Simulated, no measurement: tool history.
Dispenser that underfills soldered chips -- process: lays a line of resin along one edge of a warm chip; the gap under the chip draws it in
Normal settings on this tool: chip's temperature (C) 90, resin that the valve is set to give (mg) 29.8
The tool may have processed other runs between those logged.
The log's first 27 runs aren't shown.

run   hour  chip's temperature (C)  resin that the valve is set to give (mg)  hours of work since the syringe was changed  hours of work since the valve was cleaned  hours of work since the stage was calibrated  time until the resin shows at the far edge (s)  resin that the valve gave (mg)
 28  119.2                     101                                      28.8                                            8                                         90                                           227                                           113.8                           27.34
     120.1  -- new syringe of resin
 29  124.2                     101                                      28.8                                            3                                         93                                           230                                            71.3                           27.11
     126.1  -- dispensing valve cleaned and set on the balance
 30  131.5                      95                                      28.5                                            7                                          3                                           234                                           128.1                           28.64
     134.2  -- new syringe of resin
 31  134.5                      95                                      28.5                                            0                                          5                                           236                                            71.7                           28.51
 32  139.7                      95                                      28.5                                            4                                          8                                           239                                            96.7                           28.61
 33  143.1                      95                                      28.5                                            6                                         11                                           241                                           115.4                           28.49
     147.6  -- new syringe of resin
 34  149.7                      90                                      28.4                                            1                                         15                                           245                                            98.3                           28.25
 35  153.2                      90                                      28.4                                            4                                         17                                           247                                           119.7                           28.32
 36  156.3                      84                                      38.2                                            5                                         19                                           249                                           171.8                           37.75

4 options for the next run, each taken on its own from the tool as it stands now. Forecast them:
     160.8  -- new syringe of resin
  A  162.4                      87                                      32.7                                            1                                         23                                           253                                               ?                               ?
     160.8  -- new syringe of resin
  B  162.4                      97                                      34.4                                            1                                         23                                           253                                               ?                               ?
     160.8  -- new syringe of resin
  C  162.4                      78                                      31.4                                            1                                         23                                           253                                               ?                               ?
     160.8  -- new syringe of resin
  D  162.4                      95                                      33.0                                            1                                         23                                           253                                               ?                               ?

run  time until the resin shows at the far edge (s)  resin that the valve gave (mg)
  A                                           104.4                           32.38
  B                                            69.3                           34.12
  C                                           152.1                           31.12
  D                                            75.7                           32.72
With no hidden state in the tool, these same runs would have given:
run  time until the resin shows at the far edge (s)  resin that the valve gave (mg)
  A                                            99.9                           32.71
  B                                            66.1                           34.47
  C                                           145.9                           31.44
  D                                            72.2                           33.05
